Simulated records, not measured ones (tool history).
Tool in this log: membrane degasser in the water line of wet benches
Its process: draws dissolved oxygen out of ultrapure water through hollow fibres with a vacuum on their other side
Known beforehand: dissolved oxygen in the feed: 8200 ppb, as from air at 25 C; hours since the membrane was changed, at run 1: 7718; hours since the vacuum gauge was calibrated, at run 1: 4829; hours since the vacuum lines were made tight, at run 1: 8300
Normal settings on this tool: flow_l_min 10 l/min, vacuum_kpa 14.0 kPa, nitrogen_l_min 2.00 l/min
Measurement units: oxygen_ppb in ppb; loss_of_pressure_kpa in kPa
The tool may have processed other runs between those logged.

run	hour	flow_l_min	vacuum_kpa	nitrogen_l_min	hours since the membrane was changed	hours since the vacuum gauge was calibrated	hours since the vacuum lines were made tight	oxygen_ppb	loss_of_pressure_kpa
1	0.0	10	14.0	2.00	7718	4829	8300	190.0	32.73
2	91.9	10	14.0	2.00	7810	4921	8392	185.9	32.42
3	293.5	10	12.4	2.00	8011	5122	8594	171.1	32.28
4	511.8	10	11.0	2.00	8230	5341	8812	158.7	32.07
# hour 591.6: vacuum gauge calibrated
5	630.8	10	14.0	2.00	8348	39	8931	189.6	32.27
6	738.0	10	14.0	2.00	8455	146	9038	191.2	31.96
# hour 833.8: seals of the vacuum lines changed
7	888.5	10	14.0	0.89	8604	295	55	328.6	32.34
8	1022.6	10	14.0	0.89	8738	429	189	334.6	32.11
9	1132.2	10	14.0	2.00	8848	539	298	192.2	31.83
10	1325.2	10	14.0	2.00	9041	732	491	192.4	31.95
11	1422.2	10	13.8	2.00	9138	829	588	192.3	32.27
12	1616.4	11	14.0	2.00	9332	1023	783	222.2	35.23
13	1797.1	11	14.0	2.00	9513	1204	963	223.2	34.72
14	1995.7	11	14.0	2.00	9711	1402	1162	219.2	34.66
15	2118.8	11	14.0	2.00	9834	1525	1285	223.6	34.79
16	2221.9	11	14.0	2.00	9937	1628	1388	221.5	35.10
17	2355.5	11	13.5	2.00	10071	1762	1522	217.5	34.72
18	2451.2	11	13.5	2.00	10167	1858	1617	211.3	34.75
19	2656.8	11	10.9	2.00	10372	2063	1823	180.4	34.49
20	2791.5	11	10.9	2.00	10507	2198	1958	183.2	34.94
# hour 2856.9: gauge calibrated
21	2975.4	10	14.0	3.56	10691	2382	2142	134.6	32.27
22	3143.1	10	18.4	2.00	10859	2550	2309	237.6	32.44
23	3256.6	8	34.3	2.00	10972	2663	2423	325.7	25.98
24	3360.8	11	16.1	1.18	11076	2767	2527	351.9	35.39
25	3530.6	10	21.6	1.77	11246	2937	2697	301.2	32.28
26	3688.4	7	12.2	4.28	11404	3095	2855	55.9	22.69
27	3810.9	9	10.3	2.00	11526	3217	2977	120.6	28.88
28	3995.2	9	10.3	2.00	11711	3402	3161	123.0	29.19
29	4156.1	9	10.3	2.00	11872	3563	3322	123.5	28.92

4 options for the next run, each taken on its own from the tool as it stands now. Forecast them:
A	4367.9	11	19.4	2.52	12083	3774	3534	?	?
B	4367.9	10	14.0	3.44	12083	3774	3534	?	?
C	4367.9	9	15.9	2.00	12083	3774	3534	?	?
D	4367.9	11	14.0	2.00	12083	3774	3534	?	?

run	oxygen_ppb	loss_of_pressure_kpa
A	247.9	35.36
B	138.9	31.72
C	183.5	28.89
D	224.2	35.23
With the hidden condition removed and each run's random variation left untouched, the same runs would have given:
run	oxygen_ppb	loss_of_pressure_kpa
A	247.3	35.83
B	138.3	32.15
C	183.1	29.28
D	223.5	35.70
